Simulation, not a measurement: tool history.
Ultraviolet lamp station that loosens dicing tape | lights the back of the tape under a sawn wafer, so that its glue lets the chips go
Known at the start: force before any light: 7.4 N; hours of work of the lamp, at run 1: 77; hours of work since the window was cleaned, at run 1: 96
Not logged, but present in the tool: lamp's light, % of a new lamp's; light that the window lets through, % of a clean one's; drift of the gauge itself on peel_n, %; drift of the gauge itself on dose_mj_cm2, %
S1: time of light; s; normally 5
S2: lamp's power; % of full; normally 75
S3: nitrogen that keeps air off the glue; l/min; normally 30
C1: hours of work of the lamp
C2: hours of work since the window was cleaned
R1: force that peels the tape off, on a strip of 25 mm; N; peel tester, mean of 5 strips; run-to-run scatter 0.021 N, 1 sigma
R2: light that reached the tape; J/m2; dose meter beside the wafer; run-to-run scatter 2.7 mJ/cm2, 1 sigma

run 1 hour=0 | S1=5 S2=75 S3=30 | C1=77 C2=96 | R1=1.119 R2=3530
run 2 hour=6.3 | S1=5 S2=75 S3=30 | C1=81 C2=100 | R1=1.143 R2=3480
run 3 hour=12.8 | S1=3 S2=75 S3=30 | C1=86 C2=105 | R1=2.285 R2=2080
run 4 hour=20.1 | S1=5 S2=75 S3=30 | C1=91 C2=110 | R1=1.133 R2=3480
run 5 hour=24.1 | S1=5 S2=85 S3=30 | C1=94 C2=113 | R1=0.917 R2=3900
run 6 hour=30 | S1=5 S2=85 S3=30 | C1=98 C2=117 | R1=0.868 R2=3880
run 7 hour=34.4 | S1=5 S2=85 S3=30 | C1=101 C2=120 | R1=0.931 R2=3890
run 8 hour=40.4 | S1=5 S2=90 S3=30 | C1=106 C2=125 | R1=0.874 R2=4090
run 9 hour=47.6 | S1=5 S2=90 S3=30 | C1=111 C2=130 | R1=0.815 R2=4130
run 10 hour=52.8 | S1=5 S2=90 S3=30 | C1=114 C2=133 | R1=0.823 R2=4080
run 11 hour=60 | S1=6 S2=63 S3=41 | C1=120 C2=139 | R1=0.954 R2=3400
run 12 hour=68.4 | S1=2 S2=93 S3=41 | C1=126 C2=145 | R1=2.647 R2=1690
run 13 hour=73.9 | S1=2 S2=93 S3=41 | C1=130 C2=149 | R1=2.527 R2=1680
run 14 hour=79.5 | S1=5 S2=62 S3=45 | C1=134 C2=153 | R1=1.338 R2=2790
run 15 hour=84.9 | S1=5 S2=62 S3=20 | C1=137 C2=156 | R1=1.92 R2=2750
run 16 hour=89 | S1=4 S2=62 S3=14 | C1=140 C2=159 | R1=2.755 R2=2180

Each row is a separate what-if for the run after 16, all from the same tool condition, not one after another. Results?
run A hour=97 | S1=3 S2=75 S3=21 | C1=146 C2=165 | R1=? R2=?
run B hour=97 | S1=6 S2=96 S3=42 | C1=146 C2=165 | R1=? R2=?
run C hour=97 | S1=7 S2=75 S3=23 | C1=146 C2=165 | R1=? R2=?
run D hour=97 | S1=10 S2=73 S3=30 | C1=146 C2=165 | R1=? R2=?

run=A R1=2.703 R2=2000
run=B R1=0.479 R2=5170
run=C R1=0.751 R2=4690
run=D R1=0.352 R2=6520
Without the tool's unlogged condition, the same runs would have read:
run=A R1=2.465 R2=2190
run=B R1=0.41 R2=5660
run=C R1=0.636 R2=5140
run=D R1=0.308 R2=7130
